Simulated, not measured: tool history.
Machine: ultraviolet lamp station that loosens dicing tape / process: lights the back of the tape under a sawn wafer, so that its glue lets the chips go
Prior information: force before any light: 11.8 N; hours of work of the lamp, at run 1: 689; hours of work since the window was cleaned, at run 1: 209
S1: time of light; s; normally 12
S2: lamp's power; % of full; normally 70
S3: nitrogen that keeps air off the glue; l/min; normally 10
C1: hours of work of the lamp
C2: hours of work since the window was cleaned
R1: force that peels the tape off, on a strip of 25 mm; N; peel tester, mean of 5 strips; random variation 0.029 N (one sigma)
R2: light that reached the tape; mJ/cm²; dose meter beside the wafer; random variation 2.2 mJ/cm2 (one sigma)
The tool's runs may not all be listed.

{"run": 1, "hour": 0.0, "S1": 12, "S2": 70, "S3": 10, "C1": 689, "C2": 209, "R1": 2.108, "R2": 155}
{"run": 2, "hour": 40.6, "S1": 12, "S2": 70, "S3": 10, "C1": 707, "C2": 227, "R1": 2.128, "R2": 151}
{"run": 3, "hour": 78.8, "S1": 12, "S2": 70, "S3": 13, "C1": 724, "C2": 244, "R1": 1.879, "R2": 147}
{"run": 4, "hour": 110.2, "S1": 12, "S2": 70, "S3": 10, "C1": 738, "C2": 258, "R1": 2.186, "R2": 149}
{"run": 5, "hour": 141.1, "S1": 7, "S2": 70, "S3": 10, "C1": 752, "C2": 271, "R1": 4.368, "R2": 82}
{"run": 6, "hour": 175.3, "S1": 7, "S2": 70, "S3": 10, "C1": 767, "C2": 287, "R1": 4.478, "R2": 86}
{"run": 7, "hour": 225.7, "S1": 12, "S2": 70, "S3": 10, "C1": 789, "C2": 309, "R1": 2.255, "R2": 150}
{"hour": 244.5, "done": "window cleaned of glue's vapour"}
{"run": 8, "hour": 268.0, "S1": 12, "S2": 70, "S3": 10, "C1": 808, "C2": 10, "R1": 2.487, "R2": 148}
{"run": 9, "hour": 296.9, "S1": 12, "S2": 70, "S3": 10, "C1": 821, "C2": 23, "R1": 2.468, "R2": 142}
{"hour": 325.0, "done": "window cleaned of glue's vapour, once more"}
{"run": 10, "hour": 325.0, "S1": 12, "S2": 70, "S3": 9, "C1": 833, "C2": 0, "R1": 2.251, "R2": 155}
{"run": 11, "hour": 349.5, "S1": 7, "S2": 70, "S3": 10, "C1": 844, "C2": 11, "R1": 4.377, "R2": 90}
{"run": 12, "hour": 375.6, "S1": 12, "S2": 99, "S3": 10, "C1": 855, "C2": 22, "R1": 1.135, "R2": 211}
{"run": 13, "hour": 411.9, "S1": 15, "S2": 70, "S3": 10, "C1": 871, "C2": 39, "R1": 1.485, "R2": 188}
{"run": 14, "hour": 461.3, "S1": 12, "S2": 70, "S3": 10, "C1": 893, "C2": 61, "R1": 2.162, "R2": 148}
{"run": 15, "hour": 508.2, "S1": 12, "S2": 70, "S3": 10, "C1": 914, "C2": 81, "R1": 2.29, "R2": 144}
{"run": 16, "hour": 554.7, "S1": 12, "S2": 70, "S3": 10, "C1": 935, "C2": 102, "R1": 2.36, "R2": 140}
{"run": 17, "hour": 588.5, "S1": 10, "S2": 61, "S3": 10, "C1": 950, "C2": 117, "R1": 3.6, "R2": 107}
{"run": 18, "hour": 630.0, "S1": 16, "S2": 74, "S3": 16, "C1": 968, "C2": 136, "R1": 0.895, "R2": 205}
{"run": 19, "hour": 668.9, "S1": 14, "S2": 64, "S3": 18, "C1": 986, "C2": 153, "R1": 1.598, "R2": 150}
{"run": 20, "hour": 702.2, "S1": 14, "S2": 64, "S3": 18, "C1": 1001, "C2": 168, "R1": 1.666, "R2": 155}
{"run": 21, "hour": 752.6, "S1": 8, "S2": 93, "S3": 16, "C1": 1023, "C2": 190, "R1": 2.437, "R2": 119}
{"run": 22, "hour": 794.8, "S1": 12, "S2": 66, "S3": 4, "C1": 1042, "C2": 209, "R1": 4.14, "R2": 130}
{"run": 23, "hour": 825.2, "S1": 13, "S2": 67, "S3": 3, "C1": 1055, "C2": 222, "R1": 4.31, "R2": 140}
{"run": 24, "hour": 874.3, "S1": 13, "S2": 67, "S3": 3, "C1": 1077, "C2": 244, "R1": 4.367, "R2": 142}
{"run": 25, "hour": 896.3, "S1": 13, "S2": 67, "S3": 3, "C1": 1087, "C2": 254, "R1": 4.384, "R2": 145}
{"run": 26, "hour": 936.3, "S1": 13, "S2": 67, "S3": 3, "C1": 1105, "C2": 272, "R1": 4.566, "R2": 136}
{"run": 27, "hour": 957.1, "S1": 7, "S2": 67, "S3": 6, "C1": 1114, "C2": 281, "R1": 5.863, "R2": 75}
{"run": 28, "hour": 1001.2, "S1": 23, "S2": 68, "S3": 5, "C1": 1134, "C2": 301, "R1": 1.461, "R2": 243}
{"hour": 1039.5, "done": "window cleaned of glue's vapour"}
{"run": 29, "hour": 1039.5, "S1": 23, "S2": 68, "S3": 5, "C1": 1150, "C2": 0, "R1": 1.289, "R2": 257}
{"hour": 1067.9, "done": "lamp changed"}
{"run": 30, "hour": 1072.6, "S1": 12, "S2": 72, "S3": 5, "C1": 2, "C2": 14, "R1": 2.208, "R2": 197}
{"run": 31, "hour": 1101.9, "S1": 12, "S2": 72, "S3": 5, "C1": 15, "C2": 27, "R1": 2.186, "R2": 196}
{"run": 32, "hour": 1125.1, "S1": 12, "S2": 72, "S3": 5, "C1": 25, "C2": 38, "R1": 2.185, "R2": 190}

How the hidden state differs across the entries between the runs, from the last listed run before each to the first after it:
In the gap between runs 7 and 8: window cleaned of glue's vapour (hour 244.5)
  lamp's light, % of a new lamp's: 81.9 -> 81.4; light that the window lets through, % of a clean one's: 94.2 -> 92.1
  the result without the hidden state subtracted from the measured one, R1: +0.845 -> +0.995 N; R2: -44 -> -48 mJ/cm²
In the gap between runs 9 and 10: window cleaned of glue's vapour, once more (hour 325)
  lamp's light, % of a new lamp's: 81.2 -> 80.9; light that the window lets through, % of a clean one's: 91.9 -> 99.6
  the result without the hidden state subtracted from the measured one, R1: +1.003 -> +0.717 N; R2: -49 -> -37 mJ/cm²
In the gap between runs 28 and 29: window cleaned of glue's vapour (hour 1039.5)
  lamp's light, % of a new lamp's: 74 -> 73.6; light that the window lets through, % of a clean one's: 93.4 -> 99.7
  the result without the hidden state subtracted from the measured one, R1: +0.84 -> +0.664 N; R2: -110 -> -95 mJ/cm²
In the gap between runs 29 and 30: lamp changed (hour 1067.9)
  lamp's light, % of a new lamp's: 73.6 -> 99.5; light that the window lets through, % of a clean one's: 99.7 -> 99.4
  the result without the hidden state subtracted from the measured one, R1: +0.664 -> +0.04 N; R2: -95 -> -2 mJ/cm²
